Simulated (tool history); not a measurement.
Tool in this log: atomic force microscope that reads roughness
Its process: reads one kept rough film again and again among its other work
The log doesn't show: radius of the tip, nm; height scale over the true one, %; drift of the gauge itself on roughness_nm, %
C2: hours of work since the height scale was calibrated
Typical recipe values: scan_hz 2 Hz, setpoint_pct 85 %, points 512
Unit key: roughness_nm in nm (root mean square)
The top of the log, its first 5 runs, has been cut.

run 6 hour=86.2 | scan_hz=1.15 setpoint_pct=61 points=512 | pictures_with_this_tip=277 C2=378 | roughness_nm=1.941
run 7 hour=103.6 | scan_hz=1.15 setpoint_pct=61 points=512 | pictures_with_this_tip=299 C2=387 | roughness_nm=1.899
-- hour=122.9 new tip fitted
run 8 hour=128.6 | scan_hz=0.79 setpoint_pct=61 points=512 | pictures_with_this_tip=7 C2=399 | roughness_nm=2.491
run 9 hour=150.2 | scan_hz=2 setpoint_pct=86 points=512 | pictures_with_this_tip=34 C2=410 | roughness_nm=2.052
run 10 hour=160.7 | scan_hz=2 setpoint_pct=85 points=512 | pictures_with_this_tip=48 C2=415 | roughness_nm=2.02
run 11 hour=184.3 | scan_hz=2 setpoint_pct=67 points=512 | pictures_with_this_tip=77 C2=426 | roughness_nm=2.201
run 12 hour=202.2 | scan_hz=2 setpoint_pct=85 points=512 | pictures_with_this_tip=100 C2=435 | roughness_nm=1.937
run 13 hour=224.7 | scan_hz=2 setpoint_pct=85 points=512 | pictures_with_this_tip=129 C2=446 | roughness_nm=1.879
run 14 hour=236.1 | scan_hz=2 setpoint_pct=77 points=512 | pictures_with_this_tip=143 C2=452 | roughness_nm=1.974
run 15 hour=247.9 | scan_hz=2 setpoint_pct=83 points=512 | pictures_with_this_tip=158 C2=458 | roughness_nm=1.876
run 16 hour=266.2 | scan_hz=2 setpoint_pct=85 points=903 | pictures_with_this_tip=181 C2=467 | roughness_nm=1.821
run 17 hour=277.8 | scan_hz=0.53 setpoint_pct=85 points=903 | pictures_with_this_tip=196 C2=473 | roughness_nm=2.023
run 18 hour=300.6 | scan_hz=1.75 setpoint_pct=78 points=456 | pictures_with_this_tip=225 C2=484 | roughness_nm=1.854
run 19 hour=318.3 | scan_hz=1.75 setpoint_pct=78 points=456 | pictures_with_this_tip=247 C2=493 | roughness_nm=1.834
run 20 hour=335.4 | scan_hz=1.75 setpoint_pct=78 points=456 | pictures_with_this_tip=269 C2=501 | roughness_nm=1.806
run 21 hour=352.9 | scan_hz=2.11 setpoint_pct=78 points=584 | pictures_with_this_tip=291 C2=510 | roughness_nm=1.738
run 22 hour=365.7 | scan_hz=2 setpoint_pct=85 points=476 | pictures_with_this_tip=307 C2=516 | roughness_nm=1.641
-- hour=376.7 new tip fitted
run 23 hour=387.1 | scan_hz=2 setpoint_pct=81 points=476 | pictures_with_this_tip=13 C2=527 | roughness_nm=2.166

What will run 24 give?
run 24 hour=399.5 | scan_hz=2 setpoint_pct=81 points=305 | pictures_with_this_tip=29 C2=533 | roughness_nm=?

Logged for run 24: roughness_nm 2.111 nm (root mean square).
With no hidden state in the tool, this same run would have given roughness_nm 2.188 nm (root mean square).

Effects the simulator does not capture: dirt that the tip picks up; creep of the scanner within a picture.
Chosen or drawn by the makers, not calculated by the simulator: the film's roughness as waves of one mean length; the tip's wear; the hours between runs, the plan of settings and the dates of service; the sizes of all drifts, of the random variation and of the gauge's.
